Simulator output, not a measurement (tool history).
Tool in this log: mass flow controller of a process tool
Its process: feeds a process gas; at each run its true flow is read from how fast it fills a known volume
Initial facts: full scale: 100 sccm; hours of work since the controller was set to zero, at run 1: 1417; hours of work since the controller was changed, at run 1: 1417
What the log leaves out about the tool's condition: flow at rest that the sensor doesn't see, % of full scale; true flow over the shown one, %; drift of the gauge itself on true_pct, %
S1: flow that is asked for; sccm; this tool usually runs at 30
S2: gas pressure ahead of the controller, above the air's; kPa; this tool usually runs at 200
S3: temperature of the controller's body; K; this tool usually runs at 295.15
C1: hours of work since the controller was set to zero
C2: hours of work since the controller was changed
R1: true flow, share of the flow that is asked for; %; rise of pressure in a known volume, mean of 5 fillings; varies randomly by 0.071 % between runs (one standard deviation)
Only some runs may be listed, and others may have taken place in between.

run,hour,S1,S2,S3,C1,C2,R1
1,0,30,200,295.15,1417,1417,100.46
2,73.4,21,200,295.15,1465,1465,100.6
3,111.3,21,200,295.15,1490,1490,100.58
4,174.5,30,172,295.15,1532,1532,100.65
5,246.6,30,187,295.15,1579,1579,100.62
6,300.6,30,200,295.15,1614,1614,100.69
7,336.6,30,200,295.15,1638,1638,100.65
8,389.1,30,200,295.15,1673,1673,100.68
9,453.3,30,200,295.15,1715,1715,100.66
10,487,30,200,295.15,1737,1737,100.66
11,528.5,30,200,295.15,1764,1764,100.66
12,605.2,30,200,295.15,1814,1814,100.78
13,668.9,30,200,295.15,1856,1856,100.74
14,743.4,30,200,295.15,1905,1905,100.87
15,813,30,200,295.15,1951,1951,100.78
16,845.1,30,200,295.15,1972,1972,100.82
17,897.9,30,200,295.15,2006,2006,100.85
18,943.3,18,200,295.15,2036,2036,101.07
19,1004,18,200,311.15,2076,2076,102.18
20,1051.7,30,200,312.15,2107,2107,101.88
21,1115.6,30,200,312.15,2149,2149,101.89
22,1180,30,200,295.15,2191,2191,100.94
23,1232.1,30,200,295.15,2226,2226,101.01
24,1295.9,32,142,301.15,2267,2267,101.44
25,1343.7,16,170,300.15,2299,2299,101.83
26,1387.4,16,267,300.15,2327,2327,101.5
27,1447.4,16,267,296.15,2367,2367,101.31
28,1498.7,26,273,299.15,2400,2400,101.06
29,1562.7,25,200,298.15,2442,2442,101.23
30,1629.8,16,200,302.15,2486,2486,101.86
31,1677.8,16,219,304.15,2518,2518,101.99
# hour 1683.7: controller's zero set anew
32,1737.5,30,211,295.15,35,2557,101.41
33,1809.6,30,200,306.15,83,2604,102.13
34,1843.6,19,225,304.15,105,2626,102.52
35,1889.6,19,225,304.15,135,2657,102.61
36,1961.1,19,200,298.15,182,2703,102.41
37,2029.4,19,200,298.15,227,2748,102.44
38,2092.4,19,200,298.15,268,2790,102.44
39,2135.9,19,200,298.15,297,2818,102.32
# hour 2147.9: controller's zero set anew, once more
40,2197,47,142,295.15,32,2858,100.88
41,2245.5,53,160,294.15,64,2890,100.61
42,2321.8,56,202,295.15,114,2940,100.77
43,2364,34,200,303.15,142,2967,101.24
44,2420.6,34,179,307.15,179,3005,101.55
45,2495.1,34,179,307.15,228,3053,101.48
46,2550.6,34,188,307.15,264,3090,101.55

Hidden state at the last listed run before each entry between runs and at the first one after, where it differs:
In the gap between runs 31 and 32: controller's zero set anew (hour 1683.7)
  flow at rest that the sensor doesn't see, % of full scale: 0.189 -> 0.317; true flow over the shown one, %: 0.85 -> 0.86
  measured minus no-state result, R1: +2.03 -> +1.92 %
In the gap between runs 39 and 40: controller's zero set anew, once more (hour 2147.9)
  flow at rest that the sensor doesn't see, % of full scale: 0.333 -> 0.046; true flow over the shown one, %: 0.94 -> 0.95
  measured minus no-state result, R1: +2.69 -> +1.04 %

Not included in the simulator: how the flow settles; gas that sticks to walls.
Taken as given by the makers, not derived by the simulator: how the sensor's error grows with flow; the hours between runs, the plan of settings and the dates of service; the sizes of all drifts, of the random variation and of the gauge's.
